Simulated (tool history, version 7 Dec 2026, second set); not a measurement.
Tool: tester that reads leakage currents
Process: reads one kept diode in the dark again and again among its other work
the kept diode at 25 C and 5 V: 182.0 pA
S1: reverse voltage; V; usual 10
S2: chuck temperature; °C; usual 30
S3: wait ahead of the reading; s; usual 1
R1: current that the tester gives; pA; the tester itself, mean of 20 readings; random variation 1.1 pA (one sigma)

run,hour,S1,S2,S3,R1
1,0,10,30,1,418.2
2,38.8,10,30,1,416.67
3,101.1,10,30,1,423.51
# hour 114.1: chuck's temperature calibrated
4,171.7,10,30,7.37,371.32
5,243.8,10,30,7.37,375.47
6,304.3,10,30,1,377.69
7,372.2,10,30,1,383.82
8,440.3,10,30,1,388.53
9,484,10,30,1,390.86
10,530.4,10,41,1,807.41
11,599.1,10,30,1,399.24
12,649.7,12.9,25,2.95,322.64
13,726.3,8.6,52,9.08,1520.58
14,770,7.5,59,1.17,2152.85
15,844.3,1.2,30,3.29,140.74
16,927.7,19.5,27,3.29,475.01
# hour 939.2: chuck's temperature calibrated
17,992.3,19.5,27,3.29,427.37
18,1069.8,10,24,1,252.71
19,1132.7,10,24,1,254.71
20,1170.9,10,32,0.59,441.36
21,1241.9,3.4,47,0.33,681.67
22,1322.7,3.4,47,0.33,687.21

5 ways to go on from here, each from the tool as it stands after run 22. What would each give?
A,1367.4,2.7,55,1,?
B,1367.4,3.4,47,0.78,?
C,1367.4,2.1,47,0.47,?
D,1367.4,3.4,40,0.33,?
E,1367.4,4.8,46,0.33,?

run,R1
A,992.32
B,687.09
C,544.26
D,444.33
E,770.77
Without the tool's hidden state the same runs would have given:
run,R1
A,957.75
B,659.87
C,523.27
D,424.62
E,739.22
